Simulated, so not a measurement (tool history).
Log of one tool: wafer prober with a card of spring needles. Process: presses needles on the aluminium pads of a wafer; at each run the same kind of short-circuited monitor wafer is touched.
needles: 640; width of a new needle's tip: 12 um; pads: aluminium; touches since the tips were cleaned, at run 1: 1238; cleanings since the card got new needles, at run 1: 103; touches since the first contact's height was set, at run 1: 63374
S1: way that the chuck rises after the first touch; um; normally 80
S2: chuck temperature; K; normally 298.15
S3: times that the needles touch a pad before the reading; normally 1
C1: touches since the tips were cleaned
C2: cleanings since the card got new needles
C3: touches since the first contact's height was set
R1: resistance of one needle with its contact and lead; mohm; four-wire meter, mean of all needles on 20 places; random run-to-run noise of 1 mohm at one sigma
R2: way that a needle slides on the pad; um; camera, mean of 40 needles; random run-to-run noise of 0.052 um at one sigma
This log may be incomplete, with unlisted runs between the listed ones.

run,day,S1,S2,S3,C1,C2,C3,R1,R2
1,0,80,298.15,1,1238,103,63374,279,11.61
# day 0.154: tips cleaned on abrasive film
# day 0.517: tips cleaned on abrasive film
# day 0.938: tips cleaned on abrasive film
2,1.083,80,298.15,1,873,106,69758,278,11.53
# day 1.338: tips cleaned on abrasive film
# day 1.7: tips cleaned on abrasive film
3,2.025,80,298.15,1,1936,108,75322,282,11.59
# day 2.112: tips cleaned on abrasive film
# day 2.492: tips cleaned on abrasive film
4,2.808,80,298.15,1,1890,110,79948,281,11.54
# day 2.888: tips cleaned on abrasive film
# day 3.254: tips cleaned on abrasive film
5,3.508,80,303.15,1,1530,112,84095,281,11.51
# day 3.662: tips cleaned on abrasive film
# day 4.05: tips cleaned on abrasive film
# day 4.412: tips cleaned on abrasive film
6,4.421,80,303.15,1,45,115,89456,274,11.47
# day 4.762: tips cleaned on abrasive film
7,4.933,80,303.15,1,1032,116,92495,280,11.42
# day 5.167: tips cleaned on abrasive film
# day 5.542: tips cleaned on abrasive film
8,5.638,61,338.15,1,557,118,96636,294,8.64
# day 5.933: tips cleaned on abrasive film
# day 6.321: tips cleaned on abrasive film
# day 6.679: tips cleaned on abrasive film
9,6.679,61,338.15,1,0,121,102773,290,8.44
# day 7.067: tips cleaned on abrasive film
# day 7.467: tips cleaned on abrasive film
10,7.542,61,338.15,1,444,123,107887,295,8.61
# day 7.838: tips cleaned on abrasive film
# day 8.212: tips cleaned on abrasive film
11,8.212,61,338.15,1,0,125,111843,291,8.46
# day 8.642: tips cleaned on abrasive film
12,8.883,61,338.15,1,1460,126,115820,306,8.49
# day 9.008: tips cleaned on abrasive film
# day 9.375: tips cleaned on abrasive film
13,9.579,61,338.15,1,1231,128,119920,303,8.49

4 options for the next run, each taken on its own from the tool as it stands now. Forecast them:
# day 9.762: tips cleaned on abrasive film
A,10.062,80,355.15,2,1801,129,122786,?,?
# day 9.762: tips cleaned on abrasive film
B,10.062,91,298.15,1,1801,129,122786,?,?
# day 9.762: tips cleaned on abrasive film
C,10.062,99,348.15,2,1801,129,122786,?,?
# day 9.762: tips cleaned on abrasive film
D,10.062,80,310.15,1,1801,129,122786,?,?

run,R1,R2
A,294,11.32
B,277,12.96
C,290,14.15
D,285,11.25
Without the tool's unlogged condition, the same runs would have read:
run,R1,R2
A,288,11.97
B,269,13.61
C,288,14.8
D,274,11.89

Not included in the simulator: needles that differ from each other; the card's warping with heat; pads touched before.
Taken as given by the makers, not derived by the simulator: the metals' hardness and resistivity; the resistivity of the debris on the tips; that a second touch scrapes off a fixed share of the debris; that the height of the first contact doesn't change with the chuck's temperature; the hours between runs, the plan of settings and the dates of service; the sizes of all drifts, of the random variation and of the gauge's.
